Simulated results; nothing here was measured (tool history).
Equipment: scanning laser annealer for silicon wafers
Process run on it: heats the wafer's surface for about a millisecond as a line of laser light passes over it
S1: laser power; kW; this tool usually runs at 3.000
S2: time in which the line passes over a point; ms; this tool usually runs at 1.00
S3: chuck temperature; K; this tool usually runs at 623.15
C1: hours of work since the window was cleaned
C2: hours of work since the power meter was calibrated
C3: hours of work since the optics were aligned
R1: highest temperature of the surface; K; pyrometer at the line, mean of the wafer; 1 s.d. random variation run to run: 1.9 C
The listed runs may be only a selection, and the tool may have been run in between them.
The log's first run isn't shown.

| run | hour | S1 | S2 | S3 | C1 | C2 | C3 | R1 |
|---|---|---|---|---|---|---|---|---|
| 2 | 43.3 | 2.853 | 1.00 | 623.15 | 201 | 565 | 965 | 1398.15 |
| 3 | 63.2 | 3.134 | 1.00 | 623.15 | 209 | 573 | 973 | 1496.15 |
| 4 | 98.5 | 3.134 | 1.00 | 623.15 | 224 | 588 | 988 | 1494.15 |
| 5 | 137.7 | 3.134 | 1.00 | 623.15 | 240 | 604 | 1004 | 1495.15 |
| 6 | 158.8 | 3.134 | 1.00 | 623.15 | 249 | 613 | 1013 | 1494.15 |
| 7 | 179.5 | 3.073 | 1.00 | 623.15 | 257 | 621 | 1021 | 1474.15 |
| 8 | 218.2 | 3.073 | 1.00 | 623.15 | 273 | 637 | 1037 | 1472.15 |
| 9 | 256.1 | 3.073 | 1.00 | 623.15 | 289 | 653 | 1053 | 1471.15 |
| 10 | 301.4 | 3.073 | 1.00 | 623.15 | 308 | 672 | 1072 | 1469.15 |
| 11 | 329.0 | 3.073 | 1.00 | 623.15 | 319 | 683 | 1083 | 1470.15 |
| 12 | 360.9 | 3.073 | 1.00 | 623.15 | 332 | 696 | 1096 | 1469.15 |
| 13 | 401.7 | 3.073 | 1.00 | 623.15 | 349 | 713 | 1113 | 1466.15 |
| 14 | 448.1 | 3.073 | 1.00 | 623.15 | 369 | 733 | 1132 | 1466.15 |
| 15 | 481.2 | 3.073 | 1.11 | 623.15 | 382 | 746 | 1146 | 1513.15 |
| 16 | 525.2 | 3.073 | 0.85 | 623.15 | 401 | 765 | 1164 | 1392.15 |
| 17 | 567.8 | 3.073 | 0.85 | 623.15 | 418 | 782 | 1182 | 1393.15 |
| 18 | 611.4 | 3.243 | 0.85 | 641.15 | 436 | 800 | 1200 | 1465.15 |
| 19 | 643.4 | 3.243 | 0.85 | 641.15 | 449 | 814 | 1213 | 1463.15 |
| 20 | 668.8 | 3.243 | 0.85 | 641.15 | 460 | 824 | 1224 | 1461.15 |
| 21 | 709.2 | 3.294 | 0.89 | 623.15 | 477 | 841 | 1241 | 1482.15 |
| 22 | 737.1 | 2.629 | 0.93 | 623.15 | 488 | 852 | 1252 | 1284.15 |
| 23 | 761.6 | 3.000 | 0.99 | 651.15 | 498 | 863 | 1262 | 1455.15 |
| 24 | 802.9 | 3.000 | 0.96 | 657.15 | 516 | 880 | 1279 | 1448.15 |

Predict the results of run 25:
| 25 | 823.4 | 3.000 | 0.96 | 662.15 | 524 | 888 | 1288 | ? |

Logged for run 25: R1 1455.15 K.
Were there no unlogged condition in the tool, this run, its random variation unchanged, would have produced R1 1495.15 K.
